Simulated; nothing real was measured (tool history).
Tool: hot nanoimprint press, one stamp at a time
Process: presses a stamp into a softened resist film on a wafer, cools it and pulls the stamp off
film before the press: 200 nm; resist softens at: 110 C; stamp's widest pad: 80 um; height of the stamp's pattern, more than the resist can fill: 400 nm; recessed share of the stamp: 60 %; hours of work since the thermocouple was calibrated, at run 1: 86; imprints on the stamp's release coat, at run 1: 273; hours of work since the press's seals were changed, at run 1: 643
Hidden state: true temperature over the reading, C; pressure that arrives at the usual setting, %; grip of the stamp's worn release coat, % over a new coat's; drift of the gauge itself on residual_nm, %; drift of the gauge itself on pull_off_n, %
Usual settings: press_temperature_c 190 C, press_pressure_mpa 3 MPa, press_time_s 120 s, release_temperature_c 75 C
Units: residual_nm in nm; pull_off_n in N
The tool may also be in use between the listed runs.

run   hour  press_temperature_c  press_pressure_mpa  press_time_s  release_temperature_c  hours of work since the thermocouple was calibrated  imprints on the stamp's release coat  hours of work since the press's seals were changed  residual_nm  pull_off_n
  1      0                  190                   3           120                     75                                                   86                                   273                                                 643         96.2         104
  2   70.4                  190                   3           120                     75                                                  141                                   620                                                 697         94.4         107
  3  110.9                  190                   3           120                     75                                                  173                                   819                                                 729           97         108
     172.1  -- stamp cleaned and given a new release coat
  4  201.2                  190                   3           120                     75                                                  238                                   143                                                 795         94.7         104
  5  284.9                  190                   3           182                     75                                                  304                                   555                                                 860         82.3         104
  6  338.9                  190                   3           182                     75                                                  346                                   821                                                 902         81.8         106
     398.4  -- press's hydraulic seals changed and the load cell set to zero
     410.8  -- stamp cleaned and given a new release coat
  7  418.8                  190                   3           182                     75                                                  397                                    39                                                  11         79.8          99
  8  476.4                  190                   3           182                     75                                                  442                                   322                                                  56         80.6         103
     523.5  -- plate thermocouple calibrated
  9  540.4                  179                   3           120                     67                                                   13                                   622                                                 104        113.7         123
 10  599.3                  179                   3            86                     72                                                   59                                   912                                                 150        125.3         110
       643  -- stamp cleaned and given a new release coat
 11  673.2                  200                   3           113                     72                                                  112                                   149                                                 203         75.1         103
 12    748                  200                4.22           121                     72                                                  170                                   517                                                 261         59.9         105
 13  806.2                  182                3.25           126                     64                                                  216                                   803                                                 306          101         123
     870.9  -- stamp cleaned and given a new release coat
 14  892.6                  182                3.25           126                     64                                                  278                                   107                                                 369         99.9         121
 15    954                  190                   3            72                     75                                                  326                                   409                                                 417        104.6          96

The same runs without the tool's hidden state, with the same run-to-run variation:
run  residual_nm  pull_off_n
  1         96.1         103
  2         94.5         104
  3         97.3         104
  4         95.3         106
  5           83         103
  6         82.7         103
  7         82.8         102
  8         83.8         104
  9        121.6         125
 10        133.3         111
 11         80.1         110
 12           64         110
 13        109.2         125
 14        108.3         130
 15        112.5         103

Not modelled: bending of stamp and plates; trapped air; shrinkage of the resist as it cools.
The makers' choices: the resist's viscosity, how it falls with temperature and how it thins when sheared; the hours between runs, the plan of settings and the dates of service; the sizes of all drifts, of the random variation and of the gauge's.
